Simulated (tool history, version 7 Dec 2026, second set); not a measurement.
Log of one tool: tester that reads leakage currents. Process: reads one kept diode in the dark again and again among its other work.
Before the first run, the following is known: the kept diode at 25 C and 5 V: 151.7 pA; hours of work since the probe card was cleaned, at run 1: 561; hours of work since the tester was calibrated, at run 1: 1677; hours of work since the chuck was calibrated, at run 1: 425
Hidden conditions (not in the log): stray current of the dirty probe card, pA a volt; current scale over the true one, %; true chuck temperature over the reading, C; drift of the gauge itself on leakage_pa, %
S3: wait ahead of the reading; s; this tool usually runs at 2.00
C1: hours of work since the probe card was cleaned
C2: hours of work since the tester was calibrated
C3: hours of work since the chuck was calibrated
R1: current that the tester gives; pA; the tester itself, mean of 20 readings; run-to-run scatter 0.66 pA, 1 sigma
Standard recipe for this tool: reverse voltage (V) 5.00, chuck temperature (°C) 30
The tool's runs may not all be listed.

{"run": 1, "hour": 0.0, "reverse voltage (V)": 5.0, "chuck temperature (°C)": 30, "S3": 2.0, "C1": 561, "C2": 1677, "C3": 425, "R1": 221.28}
{"run": 2, "hour": 43.5, "reverse voltage (V)": 5.0, "chuck temperature (°C)": 30, "S3": 2.0, "C1": 594, "C2": 1711, "C3": 458, "R1": 219.75}
{"run": 3, "hour": 78.7, "reverse voltage (V)": 5.0, "chuck temperature (°C)": 30, "S3": 2.0, "C1": 621, "C2": 1738, "C3": 485, "R1": 218.68}
{"run": 4, "hour": 153.3, "reverse voltage (V)": 5.0, "chuck temperature (°C)": 30, "S3": 2.0, "C1": 679, "C2": 1795, "C3": 543, "R1": 220.2}
{"run": 5, "hour": 227.7, "reverse voltage (V)": 5.0, "chuck temperature (°C)": 30, "S3": 2.0, "C1": 736, "C2": 1853, "C3": 600, "R1": 220.15}
{"run": 6, "hour": 286.0, "reverse voltage (V)": 5.0, "chuck temperature (°C)": 30, "S3": 2.0, "C1": 781, "C2": 1898, "C3": 645, "R1": 219.2}
{"run": 7, "hour": 335.2, "reverse voltage (V)": 18.06, "chuck temperature (°C)": 30, "S3": 2.0, "C1": 819, "C2": 1935, "C3": 683, "R1": 369.17}
{"run": 8, "hour": 412.0, "reverse voltage (V)": 18.06, "chuck temperature (°C)": 30, "S3": 2.0, "C1": 878, "C2": 1994, "C3": 742, "R1": 369.51}
{"run": 9, "hour": 472.5, "reverse voltage (V)": 18.06, "chuck temperature (°C)": 30, "S3": 0.94, "C1": 924, "C2": 2041, "C3": 788, "R1": 372.87}
{"run": 10, "hour": 504.6, "reverse voltage (V)": 18.06, "chuck temperature (°C)": 30, "S3": 0.94, "C1": 949, "C2": 2066, "C3": 813, "R1": 370.08}
{"run": 11, "hour": 541.5, "reverse voltage (V)": 18.06, "chuck temperature (°C)": 30, "S3": 0.94, "C1": 978, "C2": 2094, "C3": 841, "R1": 370.62}
{"run": 12, "hour": 616.9, "reverse voltage (V)": 18.06, "chuck temperature (°C)": 30, "S3": 0.94, "C1": 1036, "C2": 2152, "C3": 900, "R1": 370.27}
{"run": 13, "hour": 677.3, "reverse voltage (V)": 18.06, "chuck temperature (°C)": 30, "S3": 0.94, "C1": 1082, "C2": 2199, "C3": 946, "R1": 371.52}
{"run": 14, "hour": 723.9, "reverse voltage (V)": 18.06, "chuck temperature (°C)": 30, "S3": 0.94, "C1": 1118, "C2": 2235, "C3": 982, "R1": 373.41}
{"run": 15, "hour": 776.6, "reverse voltage (V)": 18.06, "chuck temperature (°C)": 30, "S3": 0.94, "C1": 1158, "C2": 2275, "C3": 1022, "R1": 372.12}
{"run": 16, "hour": 817.8, "reverse voltage (V)": 11.23, "chuck temperature (°C)": 30, "S3": 2.0, "C1": 1190, "C2": 2307, "C3": 1054, "R1": 304.68}
{"run": 17, "hour": 886.1, "reverse voltage (V)": 5.0, "chuck temperature (°C)": 30, "S3": 2.0, "C1": 1243, "C2": 2359, "C3": 1107, "R1": 220.49}
{"run": 18, "hour": 956.8, "reverse voltage (V)": 5.0, "chuck temperature (°C)": 30, "S3": 2.0, "C1": 1297, "C2": 2414, "C3": 1161, "R1": 218.76}
{"run": 19, "hour": 1022.8, "reverse voltage (V)": 5.0, "chuck temperature (°C)": 30, "S3": 2.0, "C1": 1348, "C2": 2465, "C3": 1212, "R1": 218.88}
{"run": 20, "hour": 1083.0, "reverse voltage (V)": 5.0, "chuck temperature (°C)": 30, "S3": 2.0, "C1": 1394, "C2": 2511, "C3": 1258, "R1": 220.17}
{"hour": 1114.5, "done": "probe card cleaned and baked"}
{"run": 21, "hour": 1154.0, "reverse voltage (V)": 5.0, "chuck temperature (°C)": 30, "S3": 2.0, "C1": 30, "C2": 2563, "C3": 1311, "R1": 218.65}
{"run": 22, "hour": 1226.3, "reverse voltage (V)": 11.68, "chuck temperature (°C)": 55, "S3": 9.48, "C1": 86, "C2": 2619, "C3": 1366, "R1": 1651.81}
{"run": 23, "hour": 1293.8, "reverse voltage (V)": 3.02, "chuck temperature (°C)": 52, "S3": 0.87, "C1": 138, "C2": 2671, "C3": 1418, "R1": 789.11}
{"hour": 1366.8, "done": "chuck's temperature calibrated"}
{"run": 24, "hour": 1366.8, "reverse voltage (V)": 2.12, "chuck temperature (°C)": 26, "S3": 0.87, "C1": 193, "C2": 2725, "C3": 0, "R1": 115.18}
{"run": 25, "hour": 1436.6, "reverse voltage (V)": 2.29, "chuck temperature (°C)": 32, "S3": 2.0, "C1": 246, "C2": 2779, "C3": 54, "R1": 183.02}
{"run": 26, "hour": 1470.6, "reverse voltage (V)": 2.29, "chuck temperature (°C)": 32, "S3": 2.0, "C1": 272, "C2": 2805, "C3": 80, "R1": 183.81}
{"run": 27, "hour": 1539.1, "reverse voltage (V)": 2.06, "chuck temperature (°C)": 30, "S3": 0.95, "C1": 325, "C2": 2858, "C3": 133, "R1": 152.53}
{"run": 28, "hour": 1572.7, "reverse voltage (V)": 2.06, "chuck temperature (°C)": 30, "S3": 0.95, "C1": 351, "C2": 2884, "C3": 158, "R1": 152.17}
{"run": 29, "hour": 1625.1, "reverse voltage (V)": 2.06, "chuck temperature (°C)": 30, "S3": 0.95, "C1": 391, "C2": 2924, "C3": 199, "R1": 152.28}
{"run": 30, "hour": 1682.8, "reverse voltage (V)": 7.26, "chuck temperature (°C)": 30, "S3": 1.16, "C1": 436, "C2": 2969, "C3": 243, "R1": 256.59}
{"run": 31, "hour": 1739.6, "reverse voltage (V)": 5.05, "chuck temperature (°C)": 30, "S3": 2.0, "C1": 480, "C2": 3012, "C3": 287, "R1": 219.5}
{"run": 32, "hour": 1772.2, "reverse voltage (V)": 8.27, "chuck temperature (°C)": 57, "S3": 0.59, "C1": 505, "C2": 3037, "C3": 312, "R1": 1624.23}
{"run": 33, "hour": 1840.9, "reverse voltage (V)": 8.27, "chuck temperature (°C)": 57, "S3": 0.59, "C1": 558, "C2": 3090, "C3": 365, "R1": 1615.83}
{"run": 34, "hour": 1905.5, "reverse voltage (V)": 2.04, "chuck temperature (°C)": 38, "S3": 0.42, "C1": 607, "C2": 3140, "C3": 415, "R1": 267.96}
{"run": 35, "hour": 1973.7, "reverse voltage (V)": 2.04, "chuck temperature (°C)": 38, "S3": 0.42, "C1": 660, "C2": 3193, "C3": 467, "R1": 266.95}
{"run": 36, "hour": 2006.8, "reverse voltage (V)": 2.04, "chuck temperature (°C)": 38, "S3": 0.42, "C1": 685, "C2": 3218, "C3": 493, "R1": 265.98}
{"hour": 2013.7, "done": "tester calibrated"}
{"run": 37, "hour": 2049.1, "reverse voltage (V)": 2.04, "chuck temperature (°C)": 38, "S3": 0.42, "C1": 716, "C2": 27, "C3": 524, "R1": 267.79}
{"run": 38, "hour": 2106.1, "reverse voltage (V)": 14.58, "chuck temperature (°C)": 30, "S3": 0.34, "C1": 760, "C2": 71, "C3": 567, "R1": 342.29}
{"run": 39, "hour": 2166.5, "reverse voltage (V)": 1.43, "chuck temperature (°C)": 43, "S3": 4.73, "C1": 807, "C2": 118, "C3": 614, "R1": 325.17}

Subtracting, for every run, the result it would have given without the tool's unlogged condition from the measured result gives the following. The same run-to-run variation enters both numbers; the gauge's scatter may not:
run=1 R1=-0.16
run=2 R1=-0.17
run=3 R1=-0.17
run=4 R1=-0.19
run=5 R1=-0.20
run=6 R1=-0.21
run=7 R1=-0.22
run=8 R1=-0.22
run=9 R1=-0.25
run=10 R1=-0.24
run=11 R1=-0.25
run=12 R1=-0.26
run=13 R1=-0.28
run=14 R1=-0.29
run=15 R1=-0.30
run=16 R1=-0.34
run=17 R1=-0.33
run=18 R1=-0.34
run=19 R1=-0.36
run=20 R1=-0.37
run=21 R1=-0.51
run=22 R1=-3.57
run=23 R1=-1.79
run=24 R1=-0.04
run=25 R1=-0.08
run=26 R1=-0.09
run=27 R1=-0.08
run=28 R1=-0.09
run=29 R1=-0.09
run=30 R1=-0.14
run=31 R1=-0.15
run=32 R1=-1.30
run=33 R1=-1.40
run=34 R1=-0.25
run=35 R1=-0.28
run=36 R1=-0.28
run=37 R1=-0.15
run=38 R1=-0.04
run=39 R1=-0.23

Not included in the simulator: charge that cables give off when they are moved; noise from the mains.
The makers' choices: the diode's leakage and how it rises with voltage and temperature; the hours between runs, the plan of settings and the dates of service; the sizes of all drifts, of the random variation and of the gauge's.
